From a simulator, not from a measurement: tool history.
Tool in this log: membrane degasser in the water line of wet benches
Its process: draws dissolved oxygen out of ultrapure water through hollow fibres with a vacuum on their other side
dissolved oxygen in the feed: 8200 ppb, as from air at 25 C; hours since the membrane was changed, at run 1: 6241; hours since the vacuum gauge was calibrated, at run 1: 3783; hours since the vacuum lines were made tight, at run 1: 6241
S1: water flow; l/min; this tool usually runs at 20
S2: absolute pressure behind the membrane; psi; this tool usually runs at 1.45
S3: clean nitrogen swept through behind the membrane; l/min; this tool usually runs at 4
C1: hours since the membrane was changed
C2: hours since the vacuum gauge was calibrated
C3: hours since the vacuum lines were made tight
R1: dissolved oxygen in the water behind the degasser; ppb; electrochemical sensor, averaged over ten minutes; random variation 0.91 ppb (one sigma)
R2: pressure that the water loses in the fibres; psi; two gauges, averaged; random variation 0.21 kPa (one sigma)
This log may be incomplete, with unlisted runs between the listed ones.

run,hour,S1,S2,S3,C1,C2,C3,R1,R2
1,0,20,1.45,4,6241,3783,6241,87.8,6.921
2,90.1,20,1.45,4,6331,3873,6331,88.8,6.979
3,181.1,20,1.45,4,6422,3964,6422,89.5,6.994
4,378.3,20,1.45,4,6619,4161,6619,89.2,7.008
5,552.3,20,1.45,4,6793,4335,6793,90.1,6.957
6,725.9,20,1.45,4,6967,4509,6967,88.1,6.992
7,809.6,20,1.45,4,7051,4592,7051,90.3,7.008
8,928.5,16,1.45,4,7169,4711,7169,68.7,5.577
9,1017,16,1.45,4,7258,4800,7258,67.7,5.623
10,1210.6,20,1.45,4,7452,4993,7452,89.1,7.047
11,1355.5,29,1.45,4,7596,5138,7596,152.5,10.209
# hour 1373.3: vacuum gauge calibrated
12,1474.5,20,1.45,4,7715,101,7715,89.2,7.021
13,1669.9,20,1.45,4,7910,297,7910,89.3,7.033
14,1847,20,1.32,4,8087,474,8087,78.4,7.052
15,1937,20,1.45,4,8177,564,8177,89.1,7.098
16,2122.9,26,1.45,4,8363,750,8363,130.3,9.242
17,2223,14,1.45,4,8463,850,8463,59,4.992
18,2411.9,14,1.7,4,8652,1039,8652,73.6,4.986
19,2575,14,1.51,4,8815,1202,8815,62.2,4.976
20,2709.6,14,2.49,7.37,8950,1336,8950,66.5,4.998
21,2873.4,14,2.49,7.37,9114,1500,9114,66,4.985
# hour 2903.3: seals of the vacuum lines changed
22,3017.3,20,3,9.68,9256,1642,114,97.2,7.145
23,3153.5,16,2.87,6.25,9392,1778,250,104.7,5.685
24,3274.4,18,1.03,1.86,9513,1899,371,92.8,6.44
25,3391.9,18,1.03,1.86,9630,2017,489,90.7,6.408
# hour 3408.2: gauge calibrated
26,3485.8,20,1.45,5.01,9724,2110,582,71.9,6.934
27,3631.6,20,1.45,5.01,9870,2256,728,73.2,7.005
28,3749.6,27,0.93,3.75,9988,2374,846,83.3,9.417
29,3934.4,23,1.77,2.13,10173,2559,1031,234.1,8.045
30,4030.8,15,1.45,4,10269,2655,1127,63.4,5.272
31,4150.1,15,1.45,4,10389,2775,1247,63.3,5.23
32,4260,23,1.45,2.74,10498,2885,1357,147.4,8.067
33,4398.5,19,1.65,4.46,10637,3023,1495,90.7,6.646

Subtracting, for every run, the result it would have given without the tool's unlogged condition from the measured result gives the following. The same run-to-run variation enters both numbers; the gauge's scatter may not:
Hidden conditions of the tool in this case: membrane still open, %; true pressure behind the membrane over the reading, kPa; air that leaks in behind the membrane, l/min; drift of the gauge itself on oxygen_ppb, %; drift of the gauge itself on loss_of_pressure_kpa, %.
run,R2
1,+0.006
2,+0.012
3,+0.016
4,+0.028
5,+0.036
6,+0.046
7,+0.052
8,+0.045
9,+0.051
10,+0.074
11,+0.119
12,+0.09
13,+0.099
14,+0.11
15,+0.116
16,+0.164
17,+0.093
18,+0.1
19,+0.106
20,+0.112
21,+0.117
22,+0.175
23,+0.148
24,+0.173
25,+0.178
26,+0.013
27,+0.022
28,+0.038
29,+0.044
30,+0.032
31,+0.038
32,+0.065
33,+0.061
R1 without the hidden state stays within 0.2 ppb of what was measured, in all runs.
